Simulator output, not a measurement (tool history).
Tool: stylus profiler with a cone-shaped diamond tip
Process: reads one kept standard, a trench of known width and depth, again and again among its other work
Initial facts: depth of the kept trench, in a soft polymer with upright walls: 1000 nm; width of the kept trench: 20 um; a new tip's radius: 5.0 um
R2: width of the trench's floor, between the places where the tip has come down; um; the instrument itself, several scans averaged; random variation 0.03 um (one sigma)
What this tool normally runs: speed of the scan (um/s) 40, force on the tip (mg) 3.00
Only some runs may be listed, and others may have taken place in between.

{"run": 1, "hour": 0.0, "speed of the scan (um/s)": 40, "force on the tip (mg)": 3.0, "depth of the trench (nm)": 1008.26, "R2": 13.61}
{"run": 2, "hour": 8.8, "speed of the scan (um/s)": 40, "force on the tip (mg)": 3.0, "depth of the trench (nm)": 1007.8, "R2": 13.6}
{"run": 3, "hour": 23.1, "speed of the scan (um/s)": 40, "force on the tip (mg)": 3.0, "depth of the trench (nm)": 1007.96, "R2": 13.54}
{"run": 4, "hour": 32.9, "speed of the scan (um/s)": 40, "force on the tip (mg)": 3.0, "depth of the trench (nm)": 1008.34, "R2": 13.55}
{"run": 5, "hour": 45.6, "speed of the scan (um/s)": 40, "force on the tip (mg)": 1.71, "depth of the trench (nm)": 1005.9, "R2": 13.44}
{"hour": 47.1, "done": "height scale calibrated on a step standard"}
{"run": 6, "hour": 59.6, "speed of the scan (um/s)": 70, "force on the tip (mg)": 1.33, "depth of the trench (nm)": 1005.05, "R2": 13.18}
{"run": 7, "hour": 76.8, "speed of the scan (um/s)": 26, "force on the tip (mg)": 1.1, "depth of the trench (nm)": 1004.8, "R2": 13.37}
{"hour": 87.3, "done": "height scale calibrated on a step standard, once more"}
{"run": 8, "hour": 91.3, "speed of the scan (um/s)": 84, "force on the tip (mg)": 1.41, "depth of the trench (nm)": 1004.55, "R2": 12.99}
{"run": 9, "hour": 101.2, "speed of the scan (um/s)": 84, "force on the tip (mg)": 1.41, "depth of the trench (nm)": 1004.79, "R2": 12.87}
{"run": 10, "hour": 119.2, "speed of the scan (um/s)": 20, "force on the tip (mg)": 7.82, "depth of the trench (nm)": 1014.83, "R2": 13.45}

Measured minus without-hidden-state, run by run (identical run-to-run variation in each term; gauge scatter may differ):
Hidden conditions of the tool in this case: radius of the tip, um; height scale over the true one, %; drift of the gauge itself on depth_nm, %; drift of the gauge itself on floor_um, %.
run=1 depth_of_the_trench_(nm)=+0.27 R2=-0.20
run=2 depth_of_the_trench_(nm)=+0.30 R2=-0.22
run=3 depth_of_the_trench_(nm)=+0.34 R2=-0.26
run=4 depth_of_the_trench_(nm)=+0.36 R2=-0.29
run=5 depth_of_the_trench_(nm)=+0.40 R2=-0.33
run=6 depth_of_the_trench_(nm)=+0.71 R2=-0.36
run=7 depth_of_the_trench_(nm)=+0.76 R2=-0.40
run=8 depth_of_the_trench_(nm)=-0.11 R2=-0.43
run=9 depth_of_the_trench_(nm)=-0.08 R2=-0.46
run=10 depth_of_the_trench_(nm)=-0.04 R2=-0.51
